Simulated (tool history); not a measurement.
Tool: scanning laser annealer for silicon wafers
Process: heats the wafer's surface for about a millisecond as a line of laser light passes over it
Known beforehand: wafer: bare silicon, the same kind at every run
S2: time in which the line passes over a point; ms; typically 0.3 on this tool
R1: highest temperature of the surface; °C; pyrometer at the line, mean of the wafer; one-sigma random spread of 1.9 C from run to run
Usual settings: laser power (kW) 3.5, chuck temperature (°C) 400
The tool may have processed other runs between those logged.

run 1 hour=0 | laser_power_(kW)=3.5 S2=0.3 chuck_temperature_(°C)=400 | R1=1167
run 2 hour=78.2 | laser_power_(kW)=3.5 S2=0.3 chuck_temperature_(°C)=400 | R1=1166
run 3 hour=116.1 | laser_power_(kW)=3.5 S2=0.3 chuck_temperature_(°C)=400 | R1=1165
run 4 hour=189.8 | laser_power_(kW)=3.5 S2=0.3 chuck_temperature_(°C)=400 | R1=1161
run 5 hour=270.8 | laser_power_(kW)=3.5 S2=0.3 chuck_temperature_(°C)=400 | R1=1162
run 6 hour=349.4 | laser_power_(kW)=3.5 S2=0.284 chuck_temperature_(°C)=400 | R1=1141
run 7 hour=424.2 | laser_power_(kW)=3.5 S2=0.284 chuck_temperature_(°C)=400 | R1=1137
run 8 hour=485 | laser_power_(kW)=3.5 S2=0.3 chuck_temperature_(°C)=399 | R1=1157
run 9 hour=533.2 | laser_power_(kW)=3.5 S2=0.3 chuck_temperature_(°C)=429 | R1=1182
run 10 hour=570.7 | laser_power_(kW)=3.5 S2=0.3 chuck_temperature_(°C)=400 | R1=1154
run 11 hour=608 | laser_power_(kW)=3.5 S2=0.3 chuck_temperature_(°C)=400 | R1=1154
run 12 hour=647.9 | laser_power_(kW)=3.5 S2=0.372 chuck_temperature_(°C)=385 | R1=1226

Estimate the outcome of run 13 from the log above:
-- hour=656 window over the wafer cleaned
run 13 hour=690.8 | laser_power_(kW)=3.759 S2=0.242 chuck_temperature_(°C)=418 | R1=?

Run 13 measured R1 1128 °C.
Had the tool carried no hidden state, the very same run would have given R1 1166 °C.
